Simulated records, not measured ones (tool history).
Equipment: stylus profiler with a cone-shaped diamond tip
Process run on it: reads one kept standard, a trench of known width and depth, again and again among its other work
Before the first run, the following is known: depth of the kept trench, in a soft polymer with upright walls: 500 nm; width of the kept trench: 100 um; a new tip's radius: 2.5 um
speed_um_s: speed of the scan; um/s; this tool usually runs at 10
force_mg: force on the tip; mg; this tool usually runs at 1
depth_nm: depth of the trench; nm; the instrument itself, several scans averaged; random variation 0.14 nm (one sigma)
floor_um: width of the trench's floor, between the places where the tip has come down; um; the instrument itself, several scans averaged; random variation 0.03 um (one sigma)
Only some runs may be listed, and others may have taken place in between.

run	hour	speed_um_s	force_mg	depth_nm	floor_um
1	0	10	1	503.68	96.97
2	40.7	10	1	503.52	96.94
3	89	10	1	503.91	96.92
4	139.6	10	1	503.45	96.88
5	184.8	10	1.4	504.7	96.9
6	245.7	10	1.4	504.66	96.89
7	276.2	10	1.4	504.47	96.94
8	315	10	1.4	504.17	96.96
9	351.2	10	1.4	504.38	96.91
10	409.9	10	1.4	504.3	96.97
11	441.6	10	1.4	504.1	96.93
12	481.2	10	1.19	503.7	96.83
13	519	10	1.19	503.59	96.88
14	562	10	1.19	503.45	96.89
15	622.9	10	1.19	503.37	96.92
16	674.6	10	1.19	503.42	96.88
17	713.6	10	1.19	503.33	96.93
18	749.3	3	1.19	503.34	96.87
19	798	3	1.19	503.07	96.88
20	824.5	3	1.19	503.4	96.92
21	875.6	3	2.04	505.26	96.91
22	900.1	3	2.04	504.88	96.91
23	943.2	3	1.49	503.76	96.9
24	984.2	3	1.49	503.81	96.92
25	1036.4	3	1.49	503.52	96.91
26	1096.2	3	1.49	503.71	96.86
27	1153.8	3	1.49	503.22	96.79
28	1209.4	33	1.71	504.01	96.73
29	1269.5	17	1.17	502.44	96.78
30	1322.3	22	0.66	500.83	96.7
31	1353.1	11	1.13	502.13	96.72
32	1403.2	23	1.09	502.23	96.73
33	1439.9	23	1.09	501.95	96.73
34	1497	3	0.57	500.41	96.84
35	1533.5	22	1.23	502.35	96.68
36	1559.3	22	2.92	506.17	96.77
37	1588.8	15	1.47	502.94	96.75
38	1615.5	15	1.47	503.22	96.74
39	1648.5	5	1.34	502.18	96.78
40	1673.8	23	1.3	502.41	96.69
41	1726.3	40	0.95	501.18	96.56
42	1759.3	15	0.47	499.6	96.68
43	1785.2	15	0.47	499.88	96.66
44	1833.6	2	2.78	505.69	96.8
45	1859.1	2	2.78	505.58	96.87
46	1896.1	21	2.78	505.67	96.74

Selected run-to-run steps in depth_nm, each split into two signed amounts: the part the tool would show with no hidden state at all (from settings, incoming material and random variation), and the remainder, which goes to the hidden state together with any gauge scatter not common to the measured and the hidden-state-free results:
The tool's hidden condition here consists of: radius of the tip, um; height scale over the true one, %; drift of the gauge itself on depth_nm, %; drift of the gauge itself on floor_um, %.
Run 5 -> 6: no setting changed, nothing entered. depth_nm -0.04 nm: hidden state -0.08, all else +0.04.
Run 14 -> 15: no setting changed, nothing entered. depth_nm -0.08 nm: hidden state -0.09, all else +0.01.
Run 35 -> 36: force_mg 1.23 -> 2.92. depth_nm +3.82 nm: hidden state -0.06, all else +3.88.
Run 36 -> 37: speed_um_s 22 -> 15, force_mg 2.92 -> 1.47. depth_nm -3.23 nm: hidden state -0.02, all else -3.21.
Run 43 -> 44: speed_um_s 15 -> 2, force_mg 0.47 -> 2.78. depth_nm +5.81 nm: hidden state -0.1, all else +5.91.

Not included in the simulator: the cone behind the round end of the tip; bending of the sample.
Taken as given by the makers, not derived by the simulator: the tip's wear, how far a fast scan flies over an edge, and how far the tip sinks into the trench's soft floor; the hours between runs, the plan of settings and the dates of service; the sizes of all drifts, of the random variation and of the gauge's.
